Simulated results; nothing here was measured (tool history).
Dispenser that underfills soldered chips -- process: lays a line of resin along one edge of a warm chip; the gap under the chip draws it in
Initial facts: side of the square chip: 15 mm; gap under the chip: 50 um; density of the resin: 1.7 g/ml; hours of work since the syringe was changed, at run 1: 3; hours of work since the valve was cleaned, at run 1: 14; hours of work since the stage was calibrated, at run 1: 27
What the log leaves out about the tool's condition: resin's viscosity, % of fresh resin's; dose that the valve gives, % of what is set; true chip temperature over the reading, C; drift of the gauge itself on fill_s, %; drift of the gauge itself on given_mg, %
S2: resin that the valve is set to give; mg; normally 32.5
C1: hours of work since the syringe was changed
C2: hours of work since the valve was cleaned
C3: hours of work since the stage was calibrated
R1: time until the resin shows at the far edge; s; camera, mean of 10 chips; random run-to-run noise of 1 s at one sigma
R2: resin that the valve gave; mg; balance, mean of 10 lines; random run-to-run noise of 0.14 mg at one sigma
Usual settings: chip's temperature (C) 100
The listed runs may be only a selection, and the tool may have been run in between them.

{"run": 1, "hour": 0.0, "chip's temperature (C)": 100, "S2": 32.5, "C1": 3, "C2": 14, "C3": 27, "R1": 114.5, "R2": 32.22}
{"run": 2, "hour": 2.5, "chip's temperature (C)": 100, "S2": 32.5, "C1": 4, "C2": 15, "C3": 29, "R1": 120.8, "R2": 32.08}
{"run": 3, "hour": 6.8, "chip's temperature (C)": 100, "S2": 32.5, "C1": 7, "C2": 18, "C3": 32, "R1": 141.0, "R2": 32.25}
{"hour": 9.8, "done": "new syringe of resin"}
{"run": 4, "hour": 10.7, "chip's temperature (C)": 100, "S2": 32.5, "C1": 1, "C2": 20, "C3": 34, "R1": 102.3, "R2": 32.16}
{"run": 5, "hour": 14.1, "chip's temperature (C)": 100, "S2": 32.5, "C1": 3, "C2": 22, "C3": 36, "R1": 112.6, "R2": 32.0}
{"run": 6, "hour": 20.0, "chip's temperature (C)": 100, "S2": 32.5, "C1": 6, "C2": 26, "C3": 40, "R1": 135.4, "R2": 31.54}
{"hour": 24.2, "done": "new syringe of resin"}
{"run": 7, "hour": 26.1, "chip's temperature (C)": 100, "S2": 36.6, "C1": 1, "C2": 30, "C3": 44, "R1": 105.5, "R2": 35.82}
{"run": 8, "hour": 29.0, "chip's temperature (C)": 100, "S2": 28.4, "C1": 3, "C2": 32, "C3": 45, "R1": 119.2, "R2": 27.66}
{"run": 9, "hour": 33.8, "chip's temperature (C)": 100, "S2": 28.4, "C1": 6, "C2": 35, "C3": 48, "R1": 136.9, "R2": 27.56}
{"hour": 38.5, "done": "new syringe of resin"}
{"run": 10, "hour": 39.0, "chip's temperature (C)": 100, "S2": 28.4, "C1": 0, "C2": 38, "C3": 51, "R1": 101.0, "R2": 27.73}
{"run": 11, "hour": 42.7, "chip's temperature (C)": 100, "S2": 28.4, "C1": 3, "C2": 40, "C3": 54, "R1": 116.8, "R2": 27.45}
{"run": 12, "hour": 46.5, "chip's temperature (C)": 88, "S2": 32.5, "C1": 5, "C2": 42, "C3": 56, "R1": 183.6, "R2": 31.33}
{"run": 13, "hour": 52.0, "chip's temperature (C)": 100, "S2": 37.0, "C1": 9, "C2": 46, "C3": 60, "R1": 149.4, "R2": 35.3}
{"hour": 53.0, "done": "new syringe of resin"}
{"run": 14, "hour": 57.2, "chip's temperature (C)": 100, "S2": 32.9, "C1": 3, "C2": 49, "C3": 63, "R1": 116.2, "R2": 31.59}
{"run": 15, "hour": 59.8, "chip's temperature (C)": 100, "S2": 30.6, "C1": 4, "C2": 51, "C3": 64, "R1": 125.8, "R2": 29.29}
{"run": 16, "hour": 64.1, "chip's temperature (C)": 100, "S2": 32.5, "C1": 7, "C2": 53, "C3": 67, "R1": 139.9, "R2": 31.17}
{"hour": 67.2, "done": "new syringe of resin"}
{"run": 17, "hour": 69.0, "chip's temperature (C)": 89, "S2": 32.5, "C1": 1, "C2": 56, "C3": 70, "R1": 149.4, "R2": 30.93}
{"run": 18, "hour": 73.7, "chip's temperature (C)": 100, "S2": 32.5, "C1": 4, "C2": 59, "C3": 73, "R1": 123.1, "R2": 30.9}
{"run": 19, "hour": 77.6, "chip's temperature (C)": 91, "S2": 35.4, "C1": 7, "C2": 62, "C3": 75, "R1": 177.9, "R2": 33.38}
{"run": 20, "hour": 80.8, "chip's temperature (C)": 107, "S2": 32.5, "C1": 9, "C2": 64, "C3": 77, "R1": 121.5, "R2": 30.6}
{"hour": 81.4, "done": "new syringe of resin"}
{"run": 21, "hour": 86.9, "chip's temperature (C)": 112, "S2": 33.0, "C1": 3, "C2": 67, "C3": 81, "R1": 84.1, "R2": 30.89}
{"run": 22, "hour": 89.7, "chip's temperature (C)": 96, "S2": 32.5, "C1": 5, "C2": 69, "C3": 83, "R1": 143.9, "R2": 30.25}
{"run": 23, "hour": 93.4, "chip's temperature (C)": 105, "S2": 32.4, "C1": 8, "C2": 72, "C3": 85, "R1": 124.4, "R2": 30.41}
{"hour": 95.9, "done": "new syringe of resin"}
{"run": 24, "hour": 97.2, "chip's temperature (C)": 86, "S2": 29.7, "C1": 1, "C2": 74, "C3": 87, "R1": 159.9, "R2": 27.82}
{"run": 25, "hour": 101.2, "chip's temperature (C)": 101, "S2": 37.0, "C1": 3, "C2": 76, "C3": 90, "R1": 111.0, "R2": 34.54}
{"run": 26, "hour": 105.8, "chip's temperature (C)": 92, "S2": 38.2, "C1": 6, "C2": 79, "C3": 93, "R1": 168.2, "R2": 35.47}
{"run": 27, "hour": 108.9, "chip's temperature (C)": 103, "S2": 32.6, "C1": 8, "C2": 81, "C3": 95, "R1": 134.8, "R2": 29.86}
{"hour": 110.1, "done": "new syringe of resin"}
{"run": 28, "hour": 114.0, "chip's temperature (C)": 103, "S2": 32.6, "C1": 2, "C2": 84, "C3": 98, "R1": 101.4, "R2": 30.24}
{"run": 29, "hour": 118.2, "chip's temperature (C)": 109, "S2": 33.5, "C1": 5, "C2": 87, "C3": 101, "R1": 97.1, "R2": 30.73}
{"run": 30, "hour": 122.4, "chip's temperature (C)": 100, "S2": 32.8, "C1": 8, "C2": 89, "C3": 103, "R1": 142.0, "R2": 30.09}
{"hour": 124.4, "done": "new syringe of resin"}
{"run": 31, "hour": 128.0, "chip's temperature (C)": 103, "S2": 32.0, "C1": 2, "C2": 93, "C3": 106, "R1": 102.4, "R2": 29.1}
{"run": 32, "hour": 133.5, "chip's temperature (C)": 103, "S2": 32.0, "C1": 6, "C2": 96, "C3": 110, "R1": 121.9, "R2": 29.04}
{"hour": 138.7, "done": "new syringe of resin"}
{"run": 33, "hour": 138.7, "chip's temperature (C)": 103, "S2": 32.0, "C1": 0, "C2": 99, "C3": 113, "R1": 90.6, "R2": 29.03}
{"run": 34, "hour": 142.1, "chip's temperature (C)": 115, "S2": 30.6, "C1": 2, "C2": 102, "C3": 115, "R1": 71.7, "R2": 27.77}
{"run": 35, "hour": 146.6, "chip's temperature (C)": 111, "S2": 30.5, "C1": 5, "C2": 104, "C3": 118, "R1": 93.4, "R2": 27.64}

A few steps of R1 between consecutive runs. Split each: what settings, incoming material and random variation would produce without the hidden state, and what is left over for the hidden state, along with gauge scatter present in only one of the two compared results (measured, and without hidden state):
Run 3 -> 4: new syringe of resin. R1 -38.7 s: hidden state -38.2, all else -0.5.
Run 11 -> 12: chip's temperature (C) 100 -> 88, S2 28.4 -> 32.5. R1 +66.8 s: hidden state +25.4, all else +41.4.
Run 13 -> 14: S2 37.0 -> 32.9, new syringe of resin. R1 -33.2 s: hidden state -35.4, all else +2.2.
Run 16 -> 17: chip's temperature (C) 100 -> 89, new syringe of resin. R1 +9.5 s: hidden state -35.1, all else +44.6.
Run 21 -> 22: chip's temperature (C) 112 -> 96, S2 33.0 -> 32.5. R1 +59.8 s: hidden state +19.0, all else +40.8.
Run 25 -> 26: chip's temperature (C) 101 -> 92, S2 37.0 -> 38.2. R1 +57.2 s: hidden state +26.7, all else +30.5.
